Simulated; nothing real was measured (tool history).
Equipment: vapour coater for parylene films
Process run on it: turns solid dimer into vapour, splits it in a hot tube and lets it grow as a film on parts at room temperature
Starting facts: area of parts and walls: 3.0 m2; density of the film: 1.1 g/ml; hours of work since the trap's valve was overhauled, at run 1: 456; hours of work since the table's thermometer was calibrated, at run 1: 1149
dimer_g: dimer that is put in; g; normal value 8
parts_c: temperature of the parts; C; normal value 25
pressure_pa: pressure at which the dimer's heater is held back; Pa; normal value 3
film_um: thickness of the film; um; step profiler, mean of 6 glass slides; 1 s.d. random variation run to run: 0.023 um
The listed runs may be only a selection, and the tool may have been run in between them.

run    hour  dimer_g  parts_c  pressure_pa  hours of work since the trap's valve was overhauled  hours of work since the table's thermometer was calibrated  film_um
  1       0        8       25            3                                                  456                                                        1149     1.36
  2    40.2        8       25            3                                                  491                                                        1185     1.38
       47.8  -- trap's valve overhauled
  3      92        5       25            3                                                   39                                                        1227     0.93
  4     124        8       25            3                                                   68                                                        1256     1.43
  5   161.8        8       25            3                                                  101                                                        1289     1.48
  6   214.1        8       25            3                                                  148                                                        1336     1.46
  7   267.4        8       25            3                                                  195                                                        1383     1.38
  8   314.2        8       25            3                                                  237                                                        1425     1.36
  9   343.5        8       25            3                                                  263                                                        1451     1.37
 10   379.3        8       25         2.39                                                  295                                                        1483     1.48
 11   400.9       11       25            3                                                  314                                                        1502     1.84
 12   426.6       11       25            3                                                  337                                                        1525     1.81
 13   466.5       11       25            3                                                  373                                                        1560     1.86
 14   506.7       11       25            3                                                  408                                                        1596     1.83
 15   554.7       11       25            3                                                  451                                                        1639     1.74
 16   577.4       10       27         7.68                                                  471                                                        1659     1.22
      607.6  -- trap's valve overhauled
 17   633.4       10       27         7.68                                                   23                                                        1705     1.34
 18   670.5       10       27         7.68                                                   56                                                        1738     1.36
 19   710.7        9       26         2.62                                                   92                                                        1774     1.56
 20   741.9        9       23         6.69                                                  120                                                        1802     1.51
 21   794.1        3       25            3                                                  166                                                        1848     0.55
 22   818.4        3       25            3                                                  188                                                        1870     0.52
 23   852.6        3       20            3                                                  218                                                        1900     0.68
 24     877        8       25         9.08                                                  240                                                        1922     1.13
 25   929.5        8       34        11.03                                                  286                                                        1969     0.64
 26   980.2        8       34        11.03                                                  332                                                        2014     0.66
 27  1031.4        8       31         5.03                                                  377                                                        2060     0.88

Alternative continuations, all from the tool just after run 27; predict every row:
  A  1083.7        8       25         2.05                                                  424                                                        2106        ?
  B  1083.7        9       20         2.83                                                  424                                                        2106        ?
  C  1083.7        4       31         5.03                                                  424                                                        2106        ?

run  film_um
  A     1.44
  B     1.86
  C     0.45
With the hidden condition removed and each run's random variation left untouched, the same runs would have given:
run  film_um
  A     1.69
  B      2.2
  C     0.52

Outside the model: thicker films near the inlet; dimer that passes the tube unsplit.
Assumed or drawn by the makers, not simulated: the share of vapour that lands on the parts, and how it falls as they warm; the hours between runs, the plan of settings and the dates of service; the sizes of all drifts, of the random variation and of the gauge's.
